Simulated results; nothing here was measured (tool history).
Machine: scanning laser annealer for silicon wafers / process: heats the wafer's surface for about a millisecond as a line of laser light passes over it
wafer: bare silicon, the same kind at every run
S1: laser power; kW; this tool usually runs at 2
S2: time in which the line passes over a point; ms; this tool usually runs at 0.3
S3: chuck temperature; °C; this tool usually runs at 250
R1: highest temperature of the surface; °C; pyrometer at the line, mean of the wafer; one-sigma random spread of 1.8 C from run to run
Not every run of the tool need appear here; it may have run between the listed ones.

{"run": 1, "hour": 0.0, "S1": 2, "S2": 0.3, "S3": 250, "R1": 994}
{"run": 2, "hour": 34.9, "S1": 1.887, "S2": 0.3, "S3": 250, "R1": 952}
{"run": 3, "hour": 84.0, "S1": 1.887, "S2": 0.3, "S3": 250, "R1": 953}
{"run": 4, "hour": 111.2, "S1": 2, "S2": 0.3, "S3": 250, "R1": 991}
{"run": 5, "hour": 149.3, "S1": 2, "S2": 0.283, "S3": 250, "R1": 970}
{"run": 6, "hour": 210.5, "S1": 2, "S2": 0.283, "S3": 250, "R1": 970}
{"run": 7, "hour": 262.8, "S1": 1.865, "S2": 0.283, "S3": 250, "R1": 922}
{"run": 8, "hour": 323.8, "S1": 1.865, "S2": 0.283, "S3": 250, "R1": 919}
{"run": 9, "hour": 371.5, "S1": 1.865, "S2": 0.283, "S3": 250, "R1": 920}
{"run": 10, "hour": 424.6, "S1": 1.865, "S2": 0.283, "S3": 250, "R1": 921}
{"run": 11, "hour": 478.5, "S1": 2, "S2": 0.3, "S3": 230, "R1": 969}
{"run": 12, "hour": 506.7, "S1": 2, "S2": 0.3, "S3": 250, "R1": 988}
{"run": 13, "hour": 566.4, "S1": 2.066, "S2": 0.3, "S3": 250, "R1": 1007}
{"run": 14, "hour": 597.4, "S1": 2, "S2": 0.3, "S3": 250, "R1": 982}
{"run": 15, "hour": 643.3, "S1": 2, "S2": 0.3, "S3": 250, "R1": 986}
{"run": 16, "hour": 673.5, "S1": 2, "S2": 0.3, "S3": 250, "R1": 984}
{"run": 17, "hour": 710.7, "S1": 1.806, "S2": 0.3, "S3": 250, "R1": 914}
{"run": 18, "hour": 748.7, "S1": 1.701, "S2": 0.3, "S3": 250, "R1": 877}
{"run": 19, "hour": 778.2, "S1": 1.904, "S2": 0.232, "S3": 264, "R1": 878}
{"run": 20, "hour": 838.1, "S1": 1.904, "S2": 0.232, "S3": 264, "R1": 878}
{"run": 21, "hour": 865.5, "S1": 2.161, "S2": 0.245, "S3": 250, "R1": 961}
{"run": 22, "hour": 918.9, "S1": 2.158, "S2": 0.3, "S3": 271, "R1": 1056}
{"run": 23, "hour": 973.3, "S1": 1.807, "S2": 0.3, "S3": 245, "R1": 907}
{"run": 24, "hour": 1025.2, "S1": 1.807, "S2": 0.3, "S3": 256, "R1": 917}
{"run": 25, "hour": 1070.2, "S1": 2, "S2": 0.262, "S3": 250, "R1": 928}
{"run": 26, "hour": 1114.7, "S1": 1.86, "S2": 0.298, "S3": 252, "R1": 927}
{"run": 27, "hour": 1151.3, "S1": 1.86, "S2": 0.298, "S3": 252, "R1": 926}
{"run": 28, "hour": 1188.8, "S1": 1.933, "S2": 0.328, "S3": 212, "R1": 948}
{"run": 29, "hour": 1225.7, "S1": 1.982, "S2": 0.32, "S3": 281, "R1": 1024}
{"run": 30, "hour": 1286.3, "S1": 1.982, "S2": 0.32, "S3": 281, "R1": 1023}
{"run": 31, "hour": 1340.9, "S1": 1.982, "S2": 0.32, "S3": 281, "R1": 1023}
{"run": 32, "hour": 1395.7, "S1": 2, "S2": 0.227, "S3": 283, "R1": 906}
{"run": 33, "hour": 1439.3, "S1": 1.933, "S2": 0.305, "S3": 288, "R1": 992}

Consider 4 possible next runs. They are alternatives, not a sequence: every one starts from the tool as it was left by run 33. What does each give?
{"run": "A", "hour": 1474.1, "S1": 1.829, "S2": 0.229, "S3": 250, "R1": "?"}
{"run": "B", "hour": 1474.1, "S1": 1.935, "S2": 0.368, "S3": 263, "R1": "?"}
{"run": "C", "hour": 1474.1, "S1": 2.135, "S2": 0.305, "S3": 285, "R1": "?"}
{"run": "D", "hour": 1474.1, "S1": 2, "S2": 0.222, "S3": 250, "R1": "?"}

run=A R1=828
run=B R1=1037
run=C R1=1057
run=D R1=867
Had the tool no hidden state, the same runs would have come out as:
run=A R1=858
run=B R1=1078
run=C R1=1098
run=D R1=900

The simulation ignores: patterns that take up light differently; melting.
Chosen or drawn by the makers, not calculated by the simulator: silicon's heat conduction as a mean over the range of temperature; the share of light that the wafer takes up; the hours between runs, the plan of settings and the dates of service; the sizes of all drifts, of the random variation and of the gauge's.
